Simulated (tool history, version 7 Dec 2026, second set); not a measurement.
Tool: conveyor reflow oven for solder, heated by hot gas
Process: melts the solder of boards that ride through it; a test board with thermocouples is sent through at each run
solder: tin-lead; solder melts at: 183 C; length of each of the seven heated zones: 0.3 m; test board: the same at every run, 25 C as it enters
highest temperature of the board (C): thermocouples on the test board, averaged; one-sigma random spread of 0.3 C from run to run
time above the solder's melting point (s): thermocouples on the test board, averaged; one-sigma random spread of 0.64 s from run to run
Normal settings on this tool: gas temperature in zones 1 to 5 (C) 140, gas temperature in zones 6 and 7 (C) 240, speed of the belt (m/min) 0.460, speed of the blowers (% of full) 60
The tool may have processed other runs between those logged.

run,day,gas temperature in zones 1 to 5 (C),gas temperature in zones 6 and 7 (C),speed of the belt (m/min),speed of the blowers (% of full),highest temperature of the board (C),time above the solder's melting point (s)
1,0.000,140,240,0.460,60,226.8,66.8
2,0.217,140,240,0.460,60,226.4,67.0
3,0.375,140,240,0.460,60,226.8,66.2
4,0.767,140,240,0.460,60,225.4,66.0
5,1.112,140,240,0.460,60,225.3,65.9
6,1.317,140,240,0.460,60,225.3,65.4
7,1.567,140,240,0.460,60,225.3,66.1
8,1.946,140,247,0.460,83,236.0,71.5
9,2.308,140,247,0.460,83,236.3,72.1
10,2.488,140,254,0.523,60,233.3,60.7
11,2.654,148,246,0.420,60,234.3,81.8
12,2.979,148,246,0.420,60,234.6,79.7
13,3.275,142,241,0.479,86,230.1,67.3

Not shown: 1 entry that the log had between the listed runs. Between which runs, and how does the tool's hidden state differ before and after?
In the gap between runs 3 and 4: thermocouples of zones 6 and 7 changed (day 0.596)
  belt's true speed, % of the reading: 99.31 -> 99.29; true gas temperature in zones 6 and 7 over the reading, C: 1.68 -> 0.36
  measured minus no-state result, highest temperature of the board (C): +1.1 -> -0.1; time above the solder's melting point (s): +1.0 -> +0.4
